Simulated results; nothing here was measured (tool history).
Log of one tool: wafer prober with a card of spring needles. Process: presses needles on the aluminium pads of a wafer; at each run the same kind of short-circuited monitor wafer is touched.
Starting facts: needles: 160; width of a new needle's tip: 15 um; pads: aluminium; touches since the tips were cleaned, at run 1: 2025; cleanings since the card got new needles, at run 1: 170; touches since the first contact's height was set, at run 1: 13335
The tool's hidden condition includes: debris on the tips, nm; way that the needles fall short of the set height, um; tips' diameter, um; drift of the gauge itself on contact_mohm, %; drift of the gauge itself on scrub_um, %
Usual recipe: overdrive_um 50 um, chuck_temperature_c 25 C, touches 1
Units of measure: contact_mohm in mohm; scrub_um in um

run	hour	overdrive_um	chuck_temperature_c	touches	touches since the tips were cleaned	cleanings since the card got new needles	touches since the first contact's height was set	contact_mohm	scrub_um
1	0	50	25	1	2025	170	13335	162	8.14
# hour 15.3: tips cleaned on abrasive film
# hour 35.6: tips cleaned on abrasive film
# hour 55.9: tips cleaned on abrasive film
# hour 81.2: tips cleaned on abrasive film
2	85.8	50	25	1	1447	174	40634	161	8.15
# hour 105.2: tips cleaned on abrasive film
# hour 130.2: tips cleaned on abrasive film
# hour 154.8: tips cleaned on abrasive film
# hour 180.1: tips cleaned on abrasive film
3	186.4	32	25	1	2000	178	72679	167	5.24
# hour 201.4: tips cleaned on abrasive film
# hour 221.7: tips cleaned on abrasive film
# hour 246.5: tips cleaned on abrasive film
4	259.2	32	25	1	4032	181	95850	168	5.22
# hour 268.6: tips cleaned on abrasive film
# hour 293.8: tips cleaned on abrasive film
# hour 319.1: tips cleaned on abrasive film
# hour 342.1: tips cleaned on abrasive film
5	342.1	32	25	2	0	185	122237	166	5.24
# hour 362.4: tips cleaned on abrasive film
# hour 387.8: tips cleaned on abrasive film
# hour 409.4: tips cleaned on abrasive film
6	409.4	50	25	1	0	188	143661	161	8.22
# hour 429.7: tips cleaned on abrasive film
# hour 454.6: tips cleaned on abrasive film
# hour 479.1: tips cleaned on abrasive film
7	498.7	50	25	1	6256	191	172123	160	8.22
# hour 503.8: tips cleaned on abrasive film
# hour 527.3: tips cleaned on abrasive film
# hour 531.8: height of the first contact set anew
# hour 551.6: tips cleaned on abrasive film
# hour 571.9: tips cleaned on abrasive film
# hour 596.8: tips cleaned on abrasive film
8	597.8	50	25	1	335	196	21004	163	8.22
# hour 617.2: tips cleaned on abrasive film
# hour 641.5: tips cleaned on abrasive film
9	654.2	51	25	1	4070	198	38964	163	8.4
# hour 664.4: tips cleaned on abrasive film
# hour 689.1: tips cleaned on abrasive film
# hour 714.5: tips cleaned on abrasive film
# hour 739.9: tips cleaned on abrasive film
10	753.1	51	25	1	4223	202	70456	162	8.4
# hour 763.3: tips cleaned on abrasive film
# hour 783.6: tips cleaned on abrasive film
# hour 808.3: tips cleaned on abrasive film
# hour 833.5: tips cleaned on abrasive film
11	834.1	51	25	1	183	206	96218	159	8.45
# hour 858.6: tips cleaned on abrasive film
# hour 883.4: tips cleaned on abrasive film
12	897.9	51	25	1	4649	208	116575	160	8.43
# hour 907.7: tips cleaned on abrasive film
# hour 932.3: tips cleaned on abrasive film
# hour 953.7: tips cleaned on abrasive film
13	953.7	51	25	1	0	211	134307	165	8.45
# hour 979: tips cleaned on abrasive film
# hour 1003.5: tips cleaned on abrasive film
# hour 1028.9: tips cleaned on abrasive film
14	1035	30	36	1	1973	214	160230	170	4.98
# hour 1050.3: tips cleaned on abrasive film
# hour 1073.9: tips cleaned on abrasive film
# hour 1094.2: tips cleaned on abrasive film
15	1097.8	30	36	1	1133	217	180189	172	4.98
# hour 1103.1: height of the first contact set anew
# hour 1118.4: tips cleaned on abrasive film
# hour 1143.7: tips cleaned on abrasive film
# hour 1168.8: tips cleaned on abrasive film
# hour 1189.5: tips cleaned on abrasive film
16	1189.5	30	36	1	0	221	27489	169	4.99
# hour 1209.8: tips cleaned on abrasive film
# hour 1234.7: tips cleaned on abrasive film
# hour 1260.1: tips cleaned on abrasive film
# hour 1276.6: gauge calibrated
17	1276.6	30	36	1	5287	224	55255	168	4.88
# hour 1281.8: tips cleaned on abrasive film
# hour 1306.3: tips cleaned on abrasive film
# hour 1326.7: tips cleaned on abrasive film
# hour 1352: tips cleaned on abrasive film
18	1360.6	32	25	1	2743	228	81978	164	5.23
# hour 1375.7: tips cleaned on abrasive film
# hour 1401.1: tips cleaned on abrasive film
# hour 1425.7: tips cleaned on abrasive film
19	1437.1	36	104	1	3644	231	106336	180	5.89
# hour 1447.3: tips cleaned on abrasive film
# hour 1472.6: tips cleaned on abrasive film
# hour 1497.2: tips cleaned on abrasive film
20	1516.3	35	41	2	6109	234	131562	172	5.72
# hour 1521.4: tips cleaned on abrasive film
# hour 1546.8: tips cleaned on abrasive film
# hour 1572.1: tips cleaned on abrasive film
21	1588	34	78	2	5066	237	154400	176	5.59
# hour 1593: tips cleaned on abrasive film
# hour 1613.4: tips cleaned on abrasive film
# hour 1633.7: tips cleaned on abrasive film
22	1653.7	47	25	2	6420	240	175329	161	7.71
# hour 1660.5: tips cleaned on abrasive film
# hour 1676: height of the first contact set anew
# hour 1685.4: tips cleaned on abrasive film
# hour 1705.7: tips cleaned on abrasive film
# hour 1731.1: tips cleaned on abrasive film
23	1737.4	50	25	2	2018	244	19547	163	8.22
# hour 1752.7: tips cleaned on abrasive film
# hour 1778: tips cleaned on abrasive film
# hour 1798.5: tips cleaned on abrasive film
24	1798.5	50	80	1	0	247	38975	172	8.24
# hour 1823.6: tips cleaned on abrasive film
# hour 1848.3: tips cleaned on abrasive film
# hour 1873.1: tips cleaned on abrasive film
# hour 1897.2: tips cleaned on abrasive film
25	1897.2	50	80	1	0	251	70426	171	8.27
# hour 1921.5: tips cleaned on abrasive film
# hour 1945.2: tips cleaned on abrasive film
# hour 1969.7: tips cleaned on abrasive film
26	1970.7	41	80	1	328	254	93843	174	6.78

Below are 3 alternative next runs, each starting from the tool's condition after run 26. Predict each:
# hour 1991: tips cleaned on abrasive film
# hour 2015.2: tips cleaned on abrasive film
A	2024.3	50	30	2	2909	256	110894	?	?
# hour 1991: tips cleaned on abrasive film
# hour 2015.2: tips cleaned on abrasive film
B	2024.3	58	55	2	2909	256	110894	?	?
# hour 1991: tips cleaned on abrasive film
# hour 2015.2: tips cleaned on abrasive film
C	2024.3	54	80	2	2909	256	110894	?	?

run	contact_mohm	scrub_um
A	162	8.24
B	168	9.56
C	171	8.91
What these runs would have given with no unlogged condition in the tool:
run	contact_mohm	scrub_um
A	162	8.14
B	168	9.45
C	171	8.79

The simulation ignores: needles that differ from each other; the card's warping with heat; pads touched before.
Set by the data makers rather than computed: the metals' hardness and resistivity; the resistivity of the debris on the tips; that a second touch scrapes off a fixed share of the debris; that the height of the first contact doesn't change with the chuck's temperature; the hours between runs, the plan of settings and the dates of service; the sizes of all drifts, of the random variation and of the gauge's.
